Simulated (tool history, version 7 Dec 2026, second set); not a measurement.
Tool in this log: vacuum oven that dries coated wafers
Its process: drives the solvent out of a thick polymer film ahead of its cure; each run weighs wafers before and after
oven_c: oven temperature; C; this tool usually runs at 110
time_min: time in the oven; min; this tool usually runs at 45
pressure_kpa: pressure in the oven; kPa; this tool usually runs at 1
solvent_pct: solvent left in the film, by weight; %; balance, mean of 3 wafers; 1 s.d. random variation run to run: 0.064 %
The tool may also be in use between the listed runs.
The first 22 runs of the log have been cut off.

| run | day | oven_c | time_min | pressure_kpa | solvent_pct |
|---|---|---|---|---|---|
| 23 | 10.725 | 110 | 65 | 1 | 2.92 |
| 24 | 11.262 | 120 | 38 | 2.5 | 4 |
| 25 | 11.75 | 109 | 45 | 1 | 4.48 |
| 26 | 12.075 | 109 | 45 | 1 | 4.48 |
| 27 | 12.392 | 115 | 45 | 2.94 | 4.68 |
| 28 | 12.875 | 101 | 45 | 1 | 5.83 |
| 29 | 13.183 | 110 | 48 | 2.48 | 5 |
|  | 13.604 | oven's thermocouples calibrated |
| 30 | 13.938 | 112 | 45 | 2.69 | 4.68 |
| 31 | 14.542 | 122 | 45 | 3.55 | 3.57 |
| 32 | 14.95 | 122 | 45 | 3.55 | 3.45 |
| 33 | 15.508 | 101 | 45 | 2.41 | 6.82 |
| 34 | 15.992 | 101 | 45 | 2.41 | 6.53 |
| 35 | 16.633 | 110 | 37 | 0.51 | 4.78 |
| 36 | 17.179 | 124 | 29 | 1.82 | 4.04 |
| 37 | 17.85 | 110 | 40 | 0.99 | 4.61 |
| 38 | 18.479 | 124 | 24 | 0.99 | 4.6 |
| 39 | 19.1 | 124 | 24 | 0.99 | 4.68 |
| 40 | 19.446 | 120 | 23 | 3.86 | 6.32 |
| 41 | 20.154 | 121 | 80 | 2.63 | 1.84 |
| 42 | 20.679 | 119 | 74 | 1.31 | 1.68 |
| 43 | 21.096 | 97 | 56 | 0.6 | 5.22 |
| 44 | 21.604 | 110 | 48 | 3.61 | 5.31 |
| 45 | 22.321 | 110 | 45 | 1.75 | 4.6 |
| 46 | 22.867 | 110 | 45 | 1.75 | 4.5 |

4 options for the next run, each taken on its own from the tool as it stands now. Forecast them:
| A | 23.233 | 123 | 62 | 1.75 | ? |
| B | 23.233 | 95 | 28 | 1 | ? |
| C | 23.233 | 109 | 45 | 3.04 | ? |
| D | 23.233 | 101 | 49 | 3.12 | ? |

| run | solvent_pct |
|---|---|
| A | 1.78 |
| B | 8.49 |
| C | 5.52 |
| D | 6.82 |
Without the tool's hidden state the same runs would have given:
| run | solvent_pct |
|---|---|
| A | 1.7 |
| B | 8.37 |
| C | 5.4 |
| D | 6.68 |
